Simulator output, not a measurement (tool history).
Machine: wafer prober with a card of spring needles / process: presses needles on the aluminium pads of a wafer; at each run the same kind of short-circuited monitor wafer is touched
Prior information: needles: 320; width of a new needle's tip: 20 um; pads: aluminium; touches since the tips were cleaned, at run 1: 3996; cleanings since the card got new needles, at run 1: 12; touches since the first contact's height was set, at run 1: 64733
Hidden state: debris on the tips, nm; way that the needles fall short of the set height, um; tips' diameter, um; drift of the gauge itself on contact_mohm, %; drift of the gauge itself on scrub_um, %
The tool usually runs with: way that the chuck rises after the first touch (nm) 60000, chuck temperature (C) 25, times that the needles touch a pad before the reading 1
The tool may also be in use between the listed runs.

| run | hour | way that the chuck rises after the first touch (nm) | chuck temperature (C) | times that the needles touch a pad before the reading | touches since the tips were cleaned | cleanings since the card got new needles | touches since the first contact's height was set | resistance of one needle with its contact and lead (mohm) | way that a needle slides on the pad (nm) |
|---|---|---|---|---|---|---|---|---|---|
| 1 | 0 | 60000 | 25 | 1 | 3996 | 12 | 64733 | 185 | 15640 |
|  | 2.7 | tips cleaned on abrasive film |
|  | 18.1 | tips cleaned on abrasive film |
| 2 | 30.5 | 60000 | 25 | 1 | 4089 | 14 | 74692 | 182 | 15560 |
|  | 32.7 | tips cleaned on abrasive film |
| 3 | 44.4 | 60000 | 25 | 1 | 3865 | 15 | 79236 | 181 | 15660 |
|  | 47.1 | tips cleaned on abrasive film |
| 4 | 59.2 | 60000 | 25 | 1 | 3989 | 16 | 84068 | 183 | 15600 |
|  | 61.4 | tips cleaned on abrasive film |
|  | 77.3 | tips cleaned on abrasive film |
| 5 | 83.2 | 60000 | 25 | 1 | 1926 | 18 | 91863 | 181 | 15350 |
|  | 91.7 | tips cleaned on abrasive film |
| 6 | 99.9 | 60000 | 25 | 1 | 2711 | 19 | 97343 | 187 | 15560 |
|  | 106.9 | tips cleaned on abrasive film |
|  | 122 | tips cleaned on abrasive film |
| 7 | 132.6 | 60000 | 25 | 1 | 3473 | 21 | 108012 | 188 | 15700 |
|  | 137.3 | tips cleaned on abrasive film |
|  | 152.5 | tips cleaned on abrasive film |
| 8 | 164.6 | 60000 | 25 | 1 | 3964 | 23 | 118447 | 183 | 15770 |
|  | 168.3 | tips cleaned on abrasive film |
| 9 | 178.5 | 70000 | 25 | 1 | 3351 | 24 | 122996 | 183 | 18070 |
|  | 184.5 | tips cleaned on abrasive film |
| 10 | 194.5 | 60000 | 25 | 1 | 3295 | 25 | 128217 | 182 | 15580 |
|  | 199.4 | tips cleaned on abrasive film |
| 11 | 210.3 | 60000 | 62 | 1 | 3565 | 26 | 133365 | 193 | 15550 |
|  | 214.5 | tips cleaned on abrasive film |
| 12 | 223.6 | 75000 | 62 | 1 | 2985 | 27 | 137697 | 187 | 19570 |
|  | 228.6 | tips cleaned on abrasive film |
|  | 242.2 | tips cleaned on abrasive film |
| 13 | 245.8 | 75000 | 62 | 1 | 1158 | 29 | 144926 | 188 | 19700 |
|  | 257.1 | tips cleaned on abrasive film |
| 14 | 264.7 | 75000 | 62 | 1 | 2503 | 30 | 151109 | 187 | 19660 |
|  | 271.5 | tips cleaned on abrasive film |
| 15 | 282.1 | 75000 | 62 | 1 | 3492 | 31 | 156808 | 185 | 19580 |
|  | 287 | tips cleaned on abrasive film |
|  | 302.1 | tips cleaned on abrasive film |
| 16 | 308.1 | 75000 | 62 | 1 | 1963 | 33 | 165269 | 186 | 19580 |
|  | 317.9 | tips cleaned on abrasive film |
| 17 | 325.6 | 60000 | 25 | 3 | 2519 | 34 | 170996 | 184 | 15520 |
|  | 332 | tips cleaned on abrasive film |
|  | 346.6 | tips cleaned on abrasive film |
| 18 | 347.2 | 60000 | 25 | 3 | 199 | 36 | 178040 | 183 | 15590 |
|  | 362 | tips cleaned on abrasive film |
| 19 | 374.3 | 60000 | 26 | 2 | 4033 | 37 | 186889 | 184 | 15460 |

Run 20 is up next; what results do you expect?
|  | 375.9 | tips cleaned on abrasive film |
|  | 390.3 | tips cleaned on abrasive film |
| 20 | 391 | 60000 | 26 | 1 | 229 | 39 | 192313 | ? | ? |

Run 20 measured resistance of one needle with its contact and lead (mohm) 185, way that a needle slides on the pad (nm) 15240.
With the hidden condition absent and the run-to-run variation left alone, this run would have shown resistance of one needle with its contact and lead (mohm) 185, way that a needle slides on the pad (nm) 15240.
